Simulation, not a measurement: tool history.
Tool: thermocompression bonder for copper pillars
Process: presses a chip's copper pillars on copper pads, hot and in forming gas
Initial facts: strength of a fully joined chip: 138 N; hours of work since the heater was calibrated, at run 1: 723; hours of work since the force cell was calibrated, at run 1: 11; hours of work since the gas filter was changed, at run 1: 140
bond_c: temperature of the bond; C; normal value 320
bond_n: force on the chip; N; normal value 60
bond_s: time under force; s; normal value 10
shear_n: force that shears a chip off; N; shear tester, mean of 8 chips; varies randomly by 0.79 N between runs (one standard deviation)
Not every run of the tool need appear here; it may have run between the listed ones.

run	hour	bond_c	bond_n	bond_s	hours of work since the heater was calibrated	hours of work since the force cell was calibrated	hours of work since the gas filter was changed	shear_n
1	0.0	320	60	10	723	11	140	86.8
2	5.2	320	52	10	727	15	143	79.9
3	10.6	320	68	10	730	19	147	95.9
4	20.9	308	60	10	738	26	154	76.9
5	26.7	308	60	10	742	30	158	77.6
6	33.3	308	60	10	746	35	163	78.5
7	44.1	308	60	10	754	42	171	76.4
# hour 46.5: force cell calibrated
8	55.7	308	60	10	761	6	178	77.6
9	64.5	325	76	7	767	13	184	94.9
10	74.0	328	49	10	774	19	190	81.4
11	83.4	323	58	10	780	26	197	87.8
# hour 88.5: force cell calibrated, once more
12	91.3	340	58	7	785	2	201	91.7
13	96.9	340	58	7	788	6	205	91.3
14	102.2	320	67	13	792	10	209	96.3
15	112.9	319	90	10	800	17	216	105.5

Alternative continuations, all from the tool just after run 15; predict every row:
A	118.6	348	60	10	804	21	220	?
B	118.6	307	60	11	804	21	220	?
C	118.6	296	53	24	804	21	220	?
D	118.6	320	60	12	804	21	220	?
E	118.6	345	60	22	804	21	220	?

run	shear_n
A	103.7
B	77.2
C	80.0
D	90.3
E	113.2
The same runs, with their run-to-run variation unchanged, on a tool lacking any hidden condition would have given:
run	shear_n
A	107.7
B	76.3
C	79.0
D	91.0
E	120.1

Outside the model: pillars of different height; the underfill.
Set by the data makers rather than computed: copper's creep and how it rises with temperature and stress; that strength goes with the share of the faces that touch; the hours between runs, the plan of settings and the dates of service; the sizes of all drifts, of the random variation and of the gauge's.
